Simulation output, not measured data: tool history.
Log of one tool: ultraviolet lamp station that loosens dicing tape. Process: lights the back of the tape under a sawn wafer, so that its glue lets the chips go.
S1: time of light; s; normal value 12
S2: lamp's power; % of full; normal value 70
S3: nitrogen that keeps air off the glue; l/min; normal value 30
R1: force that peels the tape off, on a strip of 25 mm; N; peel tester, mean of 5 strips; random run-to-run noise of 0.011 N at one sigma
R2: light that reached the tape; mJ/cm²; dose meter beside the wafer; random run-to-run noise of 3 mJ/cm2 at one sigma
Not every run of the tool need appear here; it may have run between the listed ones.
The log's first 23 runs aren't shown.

{"hour": 1223.1, "done": "window cleaned of glue's vapour"}
{"run": 24, "hour": 1230.9, "S1": 12, "S2": 70, "S3": 38, "R1": 0.42, "R2": 449}
{"run": 25, "hour": 1296.4, "S1": 12, "S2": 63, "S3": 18, "R1": 0.831, "R2": 404}
{"run": 26, "hour": 1351.9, "S1": 12, "S2": 63, "S3": 18, "R1": 0.888, "R2": 401}
{"run": 27, "hour": 1396.8, "S1": 12, "S2": 63, "S3": 18, "R1": 0.862, "R2": 408}
{"run": 28, "hour": 1436.6, "S1": 12, "S2": 70, "S3": 32, "R1": 0.44, "R2": 449}
{"run": 29, "hour": 1474.0, "S1": 12, "S2": 70, "S3": 32, "R1": 0.457, "R2": 447}
{"run": 30, "hour": 1523.0, "S1": 12, "S2": 70, "S3": 32, "R1": 0.442, "R2": 447}
{"run": 31, "hour": 1590.0, "S1": 12, "S2": 70, "S3": 32, "R1": 0.454, "R2": 445}
{"run": 32, "hour": 1646.9, "S1": 7, "S2": 93, "S3": 33, "R1": 0.804, "R2": 346}
{"hour": 1717.3, "done": "lamp changed"}
{"run": 33, "hour": 1723.8, "S1": 7, "S2": 93, "S3": 33, "R1": 0.816, "R2": 347}
{"run": 34, "hour": 1759.2, "S1": 13, "S2": 70, "S3": 30, "R1": 0.39, "R2": 491}
{"run": 35, "hour": 1813.4, "S1": 12, "S2": 70, "S3": 11, "R1": 1.05, "R2": 441}
{"run": 36, "hour": 1876.1, "S1": 12, "S2": 70, "S3": 11, "R1": 1.01, "R2": 449}
{"run": 37, "hour": 1930.0, "S1": 14, "S2": 72, "S3": 25, "R1": 0.375, "R2": 537}
{"run": 38, "hour": 1976.4, "S1": 12, "S2": 64, "S3": 30, "R1": 0.597, "R2": 410}
{"run": 39, "hour": 2053.1, "S1": 12, "S2": 64, "S3": 21, "R1": 0.739, "R2": 408}
{"run": 40, "hour": 2131.2, "S1": 12, "S2": 64, "S3": 21, "R1": 0.728, "R2": 408}
{"run": 41, "hour": 2186.9, "S1": 7, "S2": 65, "S3": 34, "R1": 1.57, "R2": 239}
{"run": 42, "hour": 2246.1, "S1": 6, "S2": 97, "S3": 14, "R1": 1.699, "R2": 311}

3 ways to go on from here, each from the tool as it stands after run 42. What would each give?
{"hour": 2250.2, "done": "window cleaned of glue's vapour"}
{"run": "A", "hour": 2324.5, "S1": 16, "S2": 63, "S3": 16, "R1": "?", "R2": "?"}
{"hour": 2250.2, "done": "window cleaned of glue's vapour"}
{"run": "B", "hour": 2324.5, "S1": 6, "S2": 97, "S3": 17, "R1": "?", "R2": "?"}
{"hour": 2250.2, "done": "window cleaned of glue's vapour"}
{"run": "C", "hour": 2324.5, "S1": 16, "S2": 97, "S3": 14, "R1": "?", "R2": "?"}

run=A R1=0.503 R2=537
run=B R1=1.486 R2=306
run=C R1=0.226 R2=826
With no hidden state in the tool, these same runs would have given:
run=A R1=0.501 R2=538
run=B R1=1.482 R2=306
run=C R1=0.226 R2=827

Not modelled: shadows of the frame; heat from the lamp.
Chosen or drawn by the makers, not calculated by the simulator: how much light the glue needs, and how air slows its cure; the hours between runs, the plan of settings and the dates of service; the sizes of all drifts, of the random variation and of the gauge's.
